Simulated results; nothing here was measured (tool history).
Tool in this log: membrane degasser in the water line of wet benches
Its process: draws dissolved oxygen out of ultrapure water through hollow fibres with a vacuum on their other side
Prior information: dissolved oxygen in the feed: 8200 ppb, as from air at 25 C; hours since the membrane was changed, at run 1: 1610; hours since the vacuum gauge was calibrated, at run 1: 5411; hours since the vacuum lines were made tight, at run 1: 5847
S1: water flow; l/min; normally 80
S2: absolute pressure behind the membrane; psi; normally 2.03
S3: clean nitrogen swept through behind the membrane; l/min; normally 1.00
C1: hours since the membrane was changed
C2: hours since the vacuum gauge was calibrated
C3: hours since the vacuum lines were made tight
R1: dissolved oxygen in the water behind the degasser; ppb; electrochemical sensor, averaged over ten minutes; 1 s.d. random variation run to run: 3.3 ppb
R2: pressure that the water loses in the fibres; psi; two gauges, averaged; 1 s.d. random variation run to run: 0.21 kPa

run,hour,S1,S2,S3,C1,C2,C3,R1,R2
1,0.0,80,2.03,1.00,1610,5411,5847,1413.0,6.911
2,56.2,80,2.03,0.55,1667,5467,5903,1905.5,6.869
3,114.0,80,2.03,0.69,1725,5525,5961,1715.2,6.923
4,183.4,80,2.03,0.53,1794,5595,6031,1947.7,6.853
5,219.2,80,2.03,0.53,1830,5630,6066,1935.7,6.949
6,283.0,80,2.03,1.06,1894,5694,6130,1378.0,6.860
7,361.4,80,2.03,2.45,1972,5773,6209,832.2,6.888
# hour 366.5: vacuum gauge calibrated
8,420.6,80,2.03,1.00,2031,54,6267,1432.6,6.885
9,477.9,80,2.03,1.00,2088,111,6325,1427.1,6.899
10,512.1,80,2.25,2.07,2122,146,6359,1027.2,6.837
11,579.1,80,2.25,2.07,2189,213,6426,1030.5,6.885
# hour 586.8: seals of the vacuum lines changed
12,616.7,61,3.63,2.73,2225,248,30,1039.7,5.240

What does the tool deliver on the next run?
13,665.2,61,3.63,2.73,2273,297,78,?,?

R1: 1042.0 ppb
R2: 5.246 psi
On a tool with no hidden condition, and with the same random variation, this run would have come out at R1 1024.3 ppb, R2 5.149 psi.

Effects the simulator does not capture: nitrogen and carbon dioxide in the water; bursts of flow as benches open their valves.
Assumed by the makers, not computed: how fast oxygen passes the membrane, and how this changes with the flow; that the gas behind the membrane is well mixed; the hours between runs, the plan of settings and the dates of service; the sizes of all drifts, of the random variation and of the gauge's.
